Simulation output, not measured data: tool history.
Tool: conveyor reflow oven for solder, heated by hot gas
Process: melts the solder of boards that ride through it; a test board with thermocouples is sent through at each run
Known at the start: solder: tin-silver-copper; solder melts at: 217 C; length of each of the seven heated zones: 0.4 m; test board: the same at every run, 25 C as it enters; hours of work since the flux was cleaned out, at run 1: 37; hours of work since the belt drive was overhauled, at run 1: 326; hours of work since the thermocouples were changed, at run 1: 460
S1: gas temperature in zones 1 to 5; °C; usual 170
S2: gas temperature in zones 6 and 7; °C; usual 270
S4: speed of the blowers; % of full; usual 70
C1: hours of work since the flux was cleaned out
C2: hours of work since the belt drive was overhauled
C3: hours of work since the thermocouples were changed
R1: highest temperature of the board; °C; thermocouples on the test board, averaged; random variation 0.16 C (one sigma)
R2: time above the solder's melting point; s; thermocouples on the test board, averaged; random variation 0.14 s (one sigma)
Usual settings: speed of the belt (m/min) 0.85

run 1 hour=0 | S1=170 S2=270 speed_of_the_belt_(m/min)=0.85 S4=70 | C1=37 C2=326 C3=460 | R1=252.5 R2=41.4
run 2 hour=25.7 | S1=170 S2=270 speed_of_the_belt_(m/min)=0.85 S4=70 | C1=51 C2=339 C3=473 | R1=252.8 R2=41.2
run 3 hour=65.9 | S1=170 S2=270 speed_of_the_belt_(m/min)=0.85 S4=80 | C1=71 C2=360 C3=494 | R1=254 R2=42.2
run 4 hour=113.9 | S1=170 S2=270 speed_of_the_belt_(m/min)=0.85 S4=80 | C1=96 C2=385 C3=519 | R1=253.5 R2=42
run 5 hour=136.7 | S1=170 S2=279 speed_of_the_belt_(m/min)=0.85 S4=70 | C1=108 C2=397 C3=531 | R1=259.6 R2=44.6
run 6 hour=182.1 | S1=170 S2=279 speed_of_the_belt_(m/min)=0.85 S4=70 | C1=131 C2=420 C3=554 | R1=259.2 R2=44.6
run 7 hour=220.1 | S1=170 S2=279 speed_of_the_belt_(m/min)=0.85 S4=70 | C1=151 C2=440 C3=574 | R1=259 R2=44.7
-- hour=227.1 belt drive overhauled, speed set with a stopwatch
-- hour=239.2 flux residue cleaned out of gas plates and filters
run 8 hour=261.2 | S1=170 S2=270 speed_of_the_belt_(m/min)=0.85 S4=70 | C1=11 C2=15 C3=591 | R1=252.9 R2=41.9
run 9 hour=287.8 | S1=157 S2=280 speed_of_the_belt_(m/min)=0.878 S4=73 | C1=25 C2=29 C3=604 | R1=258.4 R2=40.2
-- hour=309.9 thermocouples of zones 6 and 7 changed
run 10 hour=329.9 | S1=155 S2=284 speed_of_the_belt_(m/min)=0.85 S4=70 | C1=46 C2=50 C3=10 | R1=261.6 R2=42.6
run 11 hour=353.5 | S1=155 S2=284 speed_of_the_belt_(m/min)=0.85 S4=70 | C1=58 C2=62 C3=23 | R1=261.4 R2=42.8
run 12 hour=378.6 | S1=174 S2=261 speed_of_the_belt_(m/min)=0.85 S4=70 | C1=71 C2=75 C3=36 | R1=244.9 R2=38.6
run 13 hour=399.6 | S1=174 S2=261 speed_of_the_belt_(m/min)=0.85 S4=70 | C1=82 C2=86 C3=46 | R1=245.1 R2=38.3
run 14 hour=432.5 | S1=174 S2=261 speed_of_the_belt_(m/min)=0.85 S4=70 | C1=99 C2=103 C3=63 | R1=245.2 R2=38.2
run 15 hour=459 | S1=174 S2=261 speed_of_the_belt_(m/min)=0.85 S4=70 | C1=113 C2=116 C3=77 | R1=244.7 R2=38.1

Forecast each of these 4 alternatives for the next run:
-- hour=507.5 belt drive overhauled, speed set with a stopwatch, once more
run A hour=507.5 | S1=174 S2=261 speed_of_the_belt_(m/min)=0.932 S4=70 | C1=136 C2=0 C3=100 | R1=? R2=?
-- hour=507.5 belt drive overhauled, speed set with a stopwatch, once more
run B hour=507.5 | S1=174 S2=282 speed_of_the_belt_(m/min)=0.861 S4=61 | C1=136 C2=0 C3=100 | R1=? R2=?
-- hour=507.5 belt drive overhauled, speed set with a stopwatch, once more
run C hour=507.5 | S1=157 S2=259 speed_of_the_belt_(m/min)=0.85 S4=51 | C1=136 C2=0 C3=100 | R1=? R2=?
-- hour=507.5 belt drive overhauled, speed set with a stopwatch, once more
run D hour=507.5 | S1=169 S2=272 speed_of_the_belt_(m/min)=0.754 S4=70 | C1=136 C2=0 C3=100 | R1=? R2=?

run=A R1=240.7 R2=31
run=B R1=259.5 R2=44.8
run=C R1=234.3 R2=24.5
run=D R1=256.3 R2=48.7
Without the tool's hidden state the same runs would have given:
run=A R1=242.2 R2=32.3
run=B R1=261.1 R2=45.6
run=C R1=235.8 R2=26.1
run=D R1=257.7 R2=49.6

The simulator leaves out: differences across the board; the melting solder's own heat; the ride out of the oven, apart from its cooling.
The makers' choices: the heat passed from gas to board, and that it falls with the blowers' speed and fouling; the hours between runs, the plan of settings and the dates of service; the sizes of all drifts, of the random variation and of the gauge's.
